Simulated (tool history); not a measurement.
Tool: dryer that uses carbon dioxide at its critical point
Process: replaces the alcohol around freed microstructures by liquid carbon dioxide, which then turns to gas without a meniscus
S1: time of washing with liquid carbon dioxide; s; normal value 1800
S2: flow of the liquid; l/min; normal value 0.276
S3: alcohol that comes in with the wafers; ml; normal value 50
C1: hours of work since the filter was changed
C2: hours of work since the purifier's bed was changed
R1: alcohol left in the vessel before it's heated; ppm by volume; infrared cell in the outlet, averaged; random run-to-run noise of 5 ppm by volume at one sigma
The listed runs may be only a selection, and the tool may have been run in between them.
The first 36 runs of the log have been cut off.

run    hour    S1     S2   S3   C1   C2   R1
 37  1438.8  1800  0.366   50   86  225   85
 38  1463.7  2580  0.306   50  105  244   82
 39  1515.9  2580  0.188   50  145  284  134
 40  1564.1  2460  0.188  100  182  321  229
 41  1620.3  2460  0.188   62  225  364  219
     1649.3  -- inlet filter changed
 42  1650.5  1080  0.276   50    1  386  514
 43  1677.2  1800  0.197   50   21  407  288
 44  1725.9  1860  0.168   51   59  444  480
 45  1770.4  1440  0.232   41   93  478  396
 46    1803  1380  0.232   32  118  503  403
 47  1826.3  1380  0.381   32  136  521  179

What if the next run were any one of these 3? Each begins from the tool's condition after run 47:
  A  1861.8  1800  0.214  23  163  549   ?
  B  1861.8  1740  0.441  81  163  549   ?
  C  1861.8  1620  0.276  50  163  549   ?

run   R1
  A  256
  B  196
  C  267
With the hidden condition removed and each run's random variation left untouched, the same runs would have given:
run  R1
  A  37
  B  14
  C  47
